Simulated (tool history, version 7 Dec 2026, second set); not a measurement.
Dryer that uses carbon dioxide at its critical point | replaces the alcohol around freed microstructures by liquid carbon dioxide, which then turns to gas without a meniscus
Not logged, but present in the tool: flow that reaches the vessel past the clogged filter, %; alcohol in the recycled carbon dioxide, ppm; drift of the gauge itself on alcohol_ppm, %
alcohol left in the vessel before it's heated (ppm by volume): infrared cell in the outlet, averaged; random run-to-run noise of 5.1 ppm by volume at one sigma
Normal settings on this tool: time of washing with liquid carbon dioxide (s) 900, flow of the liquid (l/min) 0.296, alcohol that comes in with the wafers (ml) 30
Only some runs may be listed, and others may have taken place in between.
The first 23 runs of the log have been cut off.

run	hour	time of washing with liquid carbon dioxide (s)	flow of the liquid (l/min)	alcohol that comes in with the wafers (ml)	hours of work since the filter was changed	hours of work since the purifier's bed was changed	alcohol left in the vessel before it's heated (ppm by volume)
24	489.7	840	0.296	37	112	168	245
25	507.1	900	0.296	104	125	181	443
26	521.4	1200	0.452	36	136	192	45
27	544.6	1200	0.452	36	153	209	39
# hour 549.3: inlet filter changed
28	570.2	900	0.272	35	16	228	176
29	589.8	900	0.243	35	31	243	305
30	617.4	900	0.243	35	52	264	335
31	636.3	780	0.254	24	66	278	406
32	649.7	780	0.296	39	76	289	333
33	677.9	900	0.296	40	98	310	199
34	692.0	600	0.305	49	109	321	1307
35	712.7	1380	0.203	83	124	336	284
36	730.6	960	0.438	44	138	350	73
37	745.0	1320	0.296	44	149	361	74

Branching from run 37: 5 alternative next runs. What would each branch give?
# hour 755.4: inlet filter changed
A	762.3	960	0.264	22	5	373	?
# hour 755.4: inlet filter changed
B	762.3	660	0.186	30	5	373	?
# hour 755.4: inlet filter changed
C	762.3	1320	0.365	34	5	373	?
# hour 755.4: inlet filter changed
D	762.3	1320	0.497	22	5	373	?
# hour 755.4: inlet filter changed
E	762.3	900	0.214	44	5	373	?

run	alcohol left in the vessel before it's heated (ppm by volume)
A	117
B	2486
C	61
D	75
E	643
With no hidden state in the tool, these same runs would have given:
run	alcohol left in the vessel before it's heated (ppm by volume)
A	52
B	2339
C	1
D	14
E	551

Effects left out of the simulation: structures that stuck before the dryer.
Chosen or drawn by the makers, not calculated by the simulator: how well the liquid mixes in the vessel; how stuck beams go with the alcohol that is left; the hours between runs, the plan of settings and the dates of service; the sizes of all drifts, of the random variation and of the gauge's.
